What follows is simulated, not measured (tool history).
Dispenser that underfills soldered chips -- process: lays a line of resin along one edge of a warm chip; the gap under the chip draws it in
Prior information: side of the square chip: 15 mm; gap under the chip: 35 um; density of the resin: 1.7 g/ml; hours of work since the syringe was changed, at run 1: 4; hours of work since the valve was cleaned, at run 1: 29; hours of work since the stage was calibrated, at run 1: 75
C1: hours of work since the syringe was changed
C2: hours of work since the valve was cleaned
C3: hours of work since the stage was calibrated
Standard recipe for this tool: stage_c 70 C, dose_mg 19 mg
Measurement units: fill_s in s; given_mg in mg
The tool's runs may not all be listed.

Run 1, hour 0: usual settings; C1 4; C2 29; C3 75. Result: fill_s 308.8 s, given_mg 18.89 mg.
Run 2, hour 5.3: usual settings; C1 9; C2 33; C3 79. Result: fill_s 411.8 s, given_mg 18.81 mg.
At hour 7.8: new syringe of resin.
Run 3, hour 14.6: usual settings; C1 5; C2 40; C3 87. Result: fill_s 333.8 s, given_mg 18.72 mg.
At hour 21: new syringe of resin.
Run 4, hour 25.5: usual settings; C1 4; C2 49; C3 95. Result: fill_s 298.1 s, given_mg 18.69 mg.
Run 5, hour 32.2: usual settings; C1 9; C2 54; C3 100. Result: fill_s 437.8 s, given_mg 18.64 mg.
At hour 34.2: new syringe of resin.
Run 6, hour 37.8: usual settings; C1 3; C2 58; C3 105. Result: fill_s 282 s, given_mg 18.59 mg.
At hour 41.7: dispensing valve cleaned and set on the balance.
Run 7, hour 44.9: usual settings; C1 8; C2 2; C3 109. Result: fill_s 389.7 s, given_mg 19.06 mg.
At hour 47.8: new syringe of resin.
Run 8, hour 54.3: usual settings; C1 5; C2 10; C3 117. Result: fill_s 329.2 s, given_mg 18.99 mg.
At hour 60.8: new syringe of resin.
Run 9, hour 65.6: usual settings; C1 4; C2 19; C3 125. Result: fill_s 298.7 s, given_mg 18.83 mg.
Run 10, hour 73.1: usual settings; C1 10; C2 25; C3 131. Result: fill_s 459 s, given_mg 18.85 mg.
At hour 74.3: new syringe of resin.
Run 11, hour 81.5: usual settings; C1 6; C2 31; C3 138. Result: fill_s 344.4 s, given_mg 18.73 mg.
At hour 87.2: new syringe of resin.
Run 12, hour 92: usual settings; C1 4; C2 39; C3 146. Result: fill_s 304.9 s, given_mg 18.7 mg.
Run 13, hour 99.5: usual settings; C1 10; C2 45; C3 152. Result: fill_s 456.4 s, given_mg 18.62 mg.
At hour 100.5: new syringe of resin.
Run 14, hour 104.4: usual settings but dose_mg 23.2 mg; C1 3; C2 49; C3 156. Result: fill_s 271.9 s, given_mg 22.69 mg.
Run 15, hour 110.3: usual settings; C1 8; C2 53; C3 160. Result: fill_s 396.8 s, given_mg 18.59 mg.
At hour 113.2: new syringe of resin.
Run 16, hour 115.9: usual settings; C1 2; C2 58; C3 165. Result: fill_s 262 s, given_mg 18.59 mg.
At hour 120.8: dispensing valve cleaned and set on the balance.
Run 17, hour 121.6: usual settings but stage_c 85 C; C1 6; C2 1; C3 168. Result: fill_s 195.4 s, given_mg 18.9 mg.
At hour 127.4: new syringe of resin.
Run 18, hour 131.6: usual settings but stage_c 85 C; C1 3; C2 8; C3 176. Result: fill_s 164.7 s, given_mg 18.96 mg.
Run 19, hour 138.9: usual settings but stage_c 56 C; C1 9; C2 14; C3 182. Result: fill_s 777.9 s, given_mg 18.82 mg.
At hour 140.1: new syringe of resin.
Run 20, hour 147.2: usual settings but stage_c 73 C, dose_mg 18 mg; C1 6; C2 21; C3 188. Result: fill_s 307.4 s, given_mg 17.81 mg.
At hour 153.4: new syringe of resin.
Run 21, hour 154.4: usual settings but stage_c 73 C, dose_mg 18 mg; C1 1; C2 26; C3 194. Result: fill_s 220.7 s, given_mg 17.8 mg.
Run 22, hour 160.9: usual settings but dose_mg 18 mg; C1 6; C2 31; C3 199. Result: fill_s 349 s, given_mg 17.7 mg.
At hour 166.2: new syringe of resin.
Run 23, hour 168.9: usual settings but dose_mg 18 mg; C1 2; C2 37; C3 205. Result: fill_s 273.7 s, given_mg 17.66 mg.
Run 24, hour 175.9: usual settings but stage_c 56 C; C1 8; C2 43; C3 211. Result: fill_s 703.2 s, given_mg 18.62 mg.
At hour 179.3: new syringe of resin.
Run 25, hour 184.3: usual settings but stage_c 77 C; C1 4; C2 49; C3 217. Result: fill_s 235.9 s, given_mg 18.55 mg.
At hour 191.9: new syringe of resin.
Run 26, hour 195.3: usual settings but stage_c 62 C; C1 3; C2 58; C3 226. Result: fill_s 384.3 s, given_mg 18.48 mg.
At hour 199.7: dispensing valve cleaned and set on the balance.
Run 27, hour 204.5: usual settings but stage_c 56 C, dose_mg 23.1 mg; C1 9; C2 4; C3 232. Result: fill_s 767.5 s, given_mg 23.1 mg.
At hour 205.8: new syringe of resin.
Run 28, hour 215.7: usual settings but stage_c 57 C, dose_mg 19.5 mg; C1 8; C2 13; C3 241. Result: fill_s 659.2 s, given_mg 19.4 mg.
At hour 218.6: new syringe of resin.
Run 29, hour 225.1: usual settings but stage_c 73 C, dose_mg 21 mg; C1 5; C2 20; C3 248. Result: fill_s 286.8 s, given_mg 20.85 mg.
At hour 231.9: new syringe of resin.
Run 30, hour 232: usual settings but stage_c 73 C, dose_mg 21 mg; C1 0; C2 25; C3 253. Result: fill_s 197.2 s, given_mg 20.81 mg.
Run 31, hour 242.7: usual settings but stage_c 73 C, dose_mg 21 mg; C1 9; C2 34; C3 262. Result: fill_s 364.4 s, given_mg 20.81 mg.
At hour 244.8: new syringe of resin.
Run 32, hour 249.6: usual settings but stage_c 76 C, dose_mg 16.2 mg; C1 4; C2 39; C3 267. Result: fill_s 242.3 s, given_mg 15.92 mg.
At hour 258: new syringe of resin.
Run 33, hour 260.2: usual settings but stage_c 73 C, dose_mg 19.8 mg; C1 2; C2 47; C3 275. Result: fill_s 231.9 s, given_mg 19.44 mg.
Run 34, hour 268.8: usual settings but stage_c 82 C, dose_mg 19.8 mg; C1 9; C2 54; C3 282. Result: fill_s 259.2 s, given_mg 19.33 mg.

Below are 3 alternative next runs, each starting from the tool's condition after run 34. Predict each:
At hour 271.4: new syringe of resin.
At hour 278.7: dispensing valve cleaned and set on the balance.
Run A, hour 280.3: usual settings but stage_c 69 C; C1 6; C2 1; C3 290. Result: fill_s ?, given_mg ?.
At hour 271.4: new syringe of resin.
At hour 278.7: dispensing valve cleaned and set on the balance.
Run B, hour 280.3: usual settings but stage_c 75 C, dose_mg 21.4 mg; C1 6; C2 1; C3 290. Result: fill_s ?, given_mg ?.
At hour 271.4: new syringe of resin.
At hour 278.7: dispensing valve cleaned and set on the balance.
Run C, hour 280.3: usual settings but stage_c 79 C; C1 6; C2 1; C3 290. Result: fill_s ?, given_mg ?.

run  fill_s  given_mg
  A   370.3     18.98
  B   284.7      21.4
  C   248.8     18.97
Without the tool's unlogged condition, the same runs would have read:
run  fill_s  given_mg
  A   245.2     18.98
  B   188.1      21.4
  C   164.5     18.97
